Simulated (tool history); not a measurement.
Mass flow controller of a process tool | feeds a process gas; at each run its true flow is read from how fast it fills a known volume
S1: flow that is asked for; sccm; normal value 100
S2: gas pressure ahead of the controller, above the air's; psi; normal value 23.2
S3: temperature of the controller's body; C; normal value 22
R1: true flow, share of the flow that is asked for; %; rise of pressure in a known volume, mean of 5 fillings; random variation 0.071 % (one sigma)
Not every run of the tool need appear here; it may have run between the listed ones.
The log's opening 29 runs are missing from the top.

{"run": 30, "day": 174.0, "S1": 24, "S2": 23.2, "S3": 22, "R1": 97.18}
{"run": 31, "day": 180.862, "S1": 24, "S2": 23.2, "S3": 22, "R1": 97.27}
{"run": 32, "day": 184.362, "S1": 138, "S2": 23.2, "S3": 29, "R1": 96.77}
{"run": 33, "day": 187.875, "S1": 138, "S2": 23.2, "S3": 29, "R1": 96.78}
{"run": 34, "day": 194.367, "S1": 71, "S2": 20.5, "S3": 22, "R1": 96.89}
{"run": 35, "day": 200.175, "S1": 100, "S2": 23.2, "S3": 27, "R1": 96.77}
{"day": 203.825, "done": "gauge calibrated"}
{"run": 36, "day": 206.742, "S1": 100, "S2": 23.2, "S3": 39, "R1": 98.5}
{"run": 37, "day": 211.917, "S1": 75, "S2": 23.2, "S3": 24, "R1": 99.69}
{"run": 38, "day": 216.138, "S1": 75, "S2": 23.2, "S3": 24, "R1": 99.43}
{"run": 39, "day": 222.317, "S1": 75, "S2": 23.2, "S3": 24, "R1": 99.44}
{"run": 40, "day": 229.1, "S1": 29, "S2": 24.8, "S3": 22, "R1": 99.28}
{"run": 41, "day": 235.354, "S1": 29, "S2": 24.8, "S3": 22, "R1": 99.41}
{"run": 42, "day": 239.129, "S1": 100, "S2": 20.7, "S3": 31, "R1": 98.72}
{"run": 43, "day": 243.096, "S1": 28, "S2": 20.7, "S3": 31, "R1": 98.45}
{"run": 44, "day": 249.975, "S1": 178, "S2": 35.4, "S3": 22, "R1": 99.68}
{"run": 45, "day": 255.888, "S1": 178, "S2": 32.8, "S3": 34, "R1": 98.66}
{"run": 46, "day": 260.517, "S1": 178, "S2": 29.7, "S3": 23, "R1": 99.34}
{"run": 47, "day": 267.975, "S1": 127, "S2": 36.0, "S3": 23, "R1": 99.24}

4 ways to go on from here, each from the tool as it stands after run 47. What would each give?
{"run": "A", "day": 273.15, "S1": 30, "S2": 37.1, "S3": 30, "R1": "?"}
{"run": "B", "day": 273.15, "S1": 31, "S2": 36.0, "S3": 27, "R1": "?"}
{"run": "C", "day": 273.15, "S1": 127, "S2": 36.3, "S3": 29, "R1": "?"}
{"run": "D", "day": 273.15, "S1": 100, "S2": 23.2, "S3": 25, "R1": "?"}

run=A R1=98.44
run=B R1=98.66
run=C R1=98.68
run=D R1=98.67
Take away the tool's hidden state, keep each run's random variation, and the runs would have read:
run=A R1=99.41
run=B R1=99.64
run=C R1=99.67
run=D R1=99.65
